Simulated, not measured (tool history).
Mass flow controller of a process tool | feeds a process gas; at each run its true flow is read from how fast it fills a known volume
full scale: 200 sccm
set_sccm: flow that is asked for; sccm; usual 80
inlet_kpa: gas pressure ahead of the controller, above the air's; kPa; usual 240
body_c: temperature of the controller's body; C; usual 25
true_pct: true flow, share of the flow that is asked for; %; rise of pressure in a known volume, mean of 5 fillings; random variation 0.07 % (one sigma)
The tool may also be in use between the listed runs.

run	day	set_sccm	inlet_kpa	body_c	true_pct
1	0.000	80	240	25	99.44
2	7.312	148	240	25	99.46
3	15.208	148	240	23	99.45
4	24.562	148	240	23	99.55
5	38.400	148	240	23	99.51
6	56.312	79	240	23	99.66
7	67.979	79	240	23	99.86
8	83.462	79	241	23	99.52
9	98.725	80	240	29	99.68
10	112.858	80	240	21	100.01
# day 118.625: controller's zero set anew
11	121.538	80	240	21	98.95
12	135.546	80	240	21	98.97
13	148.388	80	240	21	98.94
14	158.212	80	240	21	98.93
15	165.929	80	240	21	98.88
16	183.896	80	240	25	98.76
17	198.904	80	240	35	98.41
18	212.292	80	240	35	98.41
19	225.842	80	240	35	98.55
20	238.642	80	240	35	98.43
21	253.138	80	240	35	98.52
22	260.683	80	164	25	99.35
23	274.104	80	164	25	99.35
24	287.367	80	164	25	99.36
25	299.329	158	164	38	98.78
26	307.038	158	164	38	98.86
27	320.796	158	164	38	98.81
28	335.812	90	268	33	98.44
29	347.283	90	268	33	98.42
30	355.867	80	240	25	99.02
31	366.600	80	240	25	98.98
32	374.700	120	187	25	99.10
33	386.083	120	187	25	99.22
34	400.288	39	237	25	99.87
35	409.858	39	237	25	100.07
36	417.854	39	237	25	99.96
37	435.012	38	240	30	99.87
38	447.883	80	240	33	98.81
39	460.571	80	240	33	98.88
# day 473.754: controller's zero set anew
40	473.825	80	240	33	97.57
41	489.112	80	240	33	97.62
42	507.167	80	238	24	98.06
43	519.450	24	271	29	97.82
44	533.146	24	271	29	97.96
45	541.971	118	240	31	97.83
46	552.879	80	160	36	97.93
47	567.562	26	159	25	98.86
48	584.917	91	163	25	98.48

Measured less the same run without the tool's hidden state. The same run-to-run variation is in both; the gauge's scatter may not be:
The hidden state here: flow at rest that the sensor doesn't see, % of full scale; true flow over the shown one, %; drift of the gauge itself on true_pct, %.
run	true_pct
1	+0.27
2	-0.08
3	-0.09
4	-0.09
5	-0.09
6	+0.34
7	+0.36
8	+0.38
9	+0.39
10	+0.41
11	-0.58
12	-0.56
13	-0.55
14	-0.54
15	-0.53
16	-0.50
17	-0.49
18	-0.47
19	-0.45
20	-0.44
21	-0.43
22	-0.43
23	-0.41
24	-0.40
25	-0.71
26	-0.71
27	-0.71
28	-0.43
29	-0.41
30	-0.31
31	-0.30
32	-0.59
33	-0.59
34	+0.73
35	+0.76
36	+0.80
37	+0.93
38	-0.22
39	-0.20
40	-1.31
41	-1.29
42	-1.27
43	-0.86
44	-0.75
45	-1.31
46	-1.22
47	-0.57
48	-1.24
